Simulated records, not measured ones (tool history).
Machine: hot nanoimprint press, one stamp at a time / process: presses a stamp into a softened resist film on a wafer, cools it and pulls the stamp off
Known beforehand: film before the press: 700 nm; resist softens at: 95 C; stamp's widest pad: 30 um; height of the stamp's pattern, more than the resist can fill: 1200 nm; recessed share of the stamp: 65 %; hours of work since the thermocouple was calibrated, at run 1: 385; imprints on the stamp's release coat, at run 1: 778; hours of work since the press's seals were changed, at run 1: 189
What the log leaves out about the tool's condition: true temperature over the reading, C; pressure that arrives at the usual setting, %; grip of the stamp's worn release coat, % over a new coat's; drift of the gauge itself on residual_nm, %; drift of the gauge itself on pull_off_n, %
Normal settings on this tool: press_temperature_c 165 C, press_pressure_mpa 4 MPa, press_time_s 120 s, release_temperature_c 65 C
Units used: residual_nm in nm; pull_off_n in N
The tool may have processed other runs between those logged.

run	hour	press_temperature_c	press_pressure_mpa	press_time_s	release_temperature_c	hours of work since the thermocouple was calibrated	imprints on the stamp's release coat	hours of work since the press's seals were changed	residual_nm	pull_off_n
1	0	165	4	120	65	385	778	189	352.6	294
# hour 15.5: plate thermocouple calibrated
2	19.2	165	4	120	65	2	829	199	378.6	304
3	27.6	165	4	120	65	8	856	204	372.9	304
4	40.1	165	4	120	65	15	895	212	375.3	308
5	55	165	4	120	65	25	942	222	374.9	302
6	65.1	165	4	151	65	31	974	228	349	309
7	76.6	165	4	151	65	38	1010	235	351.5	316
8	87.6	165	5.92	120	65	45	1045	242	316	314
# hour 100.3: plate thermocouple calibrated, once more
9	100.6	156	4	120	65	0	1077	248	470.7	290
10	113.3	156	4	120	65	8	1117	256	463.6	307
11	125	156	4	120	65	15	1154	263	466.8	299
# hour 138.4: stamp cleaned and given a new release coat
12	139.6	156	4	120	65	21	4	269	467.7	226
13	147.6	156	4	120	65	26	29	274	470.6	231
14	157	156	4	120	65	32	59	280	468.5	235
15	167.9	156	4	97	65	38	93	286	497.1	239
16	184.3	156	4	97	65	49	145	297	488.3	239
17	200.8	165	4	84	52	59	197	307	378.4	329
18	217.2	165	4	84	52	69	249	317	378.1	329
19	226.9	165	4	84	52	75	280	323	380	322
20	241.9	166	4	84	52	85	327	333	363.6	336
21	255.6	168	6.04	92	57	93	370	341	269.6	305
22	270	168	6.04	92	57	102	415	350	271	316
23	280.7	165	3.36	182	65	109	449	357	315	263
24	291.3	165	3.62	89	57	115	483	363	391.2	308
25	303.6	165	3.7	141	56	123	522	371	331.1	330
26	311.9	159	4	190	65	128	548	376	371	258
27	328.1	176	4	120	65	138	599	386	220.8	273
28	341.9	176	6.11	186	65	147	643	395	148.9	279
29	356	176	6.11	170	55	156	687	404	154.2	352
30	372.2	165	2.92	120	62	166	738	414	399.3	302

Run by run, hidden condition taken away, random variation retained:
run	residual_nm	pull_off_n
1	324.2	228
2	329.8	225
3	324.4	223
4	325.8	224
5	324.8	217
6	300.2	220
7	302	223
8	267.7	219
9	464.7	220
10	456.9	231
11	459.4	222
12	459.8	224
13	462.3	227
14	459.8	229
15	488	231
16	478.5	227
17	368	309
18	367	305
19	368.3	295
20	351.6	304
21	257	273
22	257.8	280
23	302.9	230
24	376.8	267
25	317.1	283
26	354.6	219
27	210.2	228
28	139.8	231
29	144.4	289
30	381.8	244
